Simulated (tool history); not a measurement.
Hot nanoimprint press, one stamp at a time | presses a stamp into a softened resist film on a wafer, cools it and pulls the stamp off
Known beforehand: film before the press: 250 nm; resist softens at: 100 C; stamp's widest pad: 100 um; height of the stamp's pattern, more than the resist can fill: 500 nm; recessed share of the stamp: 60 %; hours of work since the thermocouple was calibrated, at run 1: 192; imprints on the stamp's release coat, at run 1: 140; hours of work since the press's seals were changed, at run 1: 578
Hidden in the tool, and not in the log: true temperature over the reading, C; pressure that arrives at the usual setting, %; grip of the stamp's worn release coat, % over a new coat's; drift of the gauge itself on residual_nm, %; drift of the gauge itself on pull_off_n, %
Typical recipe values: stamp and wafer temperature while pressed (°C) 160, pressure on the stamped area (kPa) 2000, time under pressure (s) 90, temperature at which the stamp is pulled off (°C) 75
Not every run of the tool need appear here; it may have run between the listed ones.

run   hour  stamp and wafer temperature while pressed (°C)  pressure on the stamped area (kPa)  time under pressure (s)  temperature at which the stamp is pulled off (°C)  hours of work since the thermocouple was calibrated  imprints on the stamp's release coat  hours of work since the press's seals were changed  resist left under the stamp's widest pad (nm)  greatest force while the stamp is pulled off (N)
  1      0                                             160                                2000                       90                                                 75                                                  192                                   140                                                 578                                          109.3                                               129
  2   25.3                                             160                                2000                       90                                                 75                                                  208                                   234                                                 594                                          109.2                                               135
  3   57.1                                             160                                2000                       90                                                 75                                                  229                                   351                                                 615                                          108.9                                               128
  4   86.8                                             160                                3030                       90                                                 75                                                  249                                   461                                                 635                                           86.4                                               132
  5    111                                             155                                2000                       90                                                 75                                                  265                                   550                                                 651                                          129.8                                               137
       126  -- plate thermocouple calibrated
  6  130.5                                             160                                2000                       89                                                 75                                                    3                                   612                                                 662                                          112.9                                               146
  7  161.6                                             162                                2000                       89                                                 75                                                   23                                   726                                                 682                                          104.8                                               143
  8  196.7                                             160                                2000                       90                                                 75                                                   47                                   856                                                 705                                          110.8                                               148
  9  216.6                                             160                                2000                       90                                                 75                                                   60                                   930                                                 719                                          111.9                                               154
 10  231.2                                             160                                2000                       90                                                 75                                                   69                                   984                                                 728                                          111.4                                               151
 11  248.1                                             160                                2000                       90                                                 75                                                   80                                  1046                                                 739                                          110.5                                               150
 12  264.8                                             160                                2000                       90                                                 75                                                   92                                  1108                                                 750                                            110                                               155
 13    284                                             160                                2000                       90                                                 75                                                  104                                  1179                                                 763                                          112.4                                               155
 14  316.5                                             160                                2000                       90                                                 75                                                  126                                  1299                                                 785                                            111                                               164
 15  343.8                                             160                                2000                       90                                                 75                                                  144                                  1400                                                 803                                          110.5                                               158
 16  377.8                                             167                                1260                       90                                                 75                                                  166                                  1526                                                 825                                          112.3                                               162
 17  394.6                                             167                                1260                       90                                                 75                                                  177                                  1588                                                 836                                          113.1                                               164
 18  411.4                                             167                                1260                       90                                                 75                                                  188                                  1650                                                 847                                          112.7                                               163
       429  -- stamp cleaned and given a new release coat
 19  451.5                                             167                                1260                       90                                                 75                                                  211                                    83                                                 870                                          112.1                                               132
 20  482.5                                             167                                1260                       90                                                 75                                                  231                                   198                                                 890                                          111.7                                               137
 21  497.5                                             149                                1260                       90                                                 73                                                  241                                   253                                                 900                                          191.4                                               138
 22  528.8                                             151                                2000                       69                                                 75                                                  262                                   369                                                 921                                            162                                               138
     550.2  -- plate thermocouple calibrated
 23  554.7                                             151                                2000                       69                                                 75                                                    3                                   453                                                 936                                          165.2                                               146
 24  573.4                                             153                                2000                      128                                                 76                                                   15                                   523                                                 948                                          130.5                                               142
 25  590.1                                             153                                2000                      128                                                 76                                                   26                                   584                                                 959                                          130.2                                               137
 26  605.6                                             153                                2000                      128                                                 76                                                   37                                   642                                                 969                                          130.8                                               138

For run 27, what comes out?
 27  622.4                                             160                                2000                       90                                                 74                                                   48                                   704                                                 980                                              ?                                                 ?

Run 27 yielded resist left under the stamp's widest pad (nm) 112.6, greatest force while the stamp is pulled off (N) 149.
On a tool with no hidden condition, and with the same random variation, this run would have come out at resist left under the stamp's widest pad (nm) 108.2, greatest force while the stamp is pulled off (N) 134.
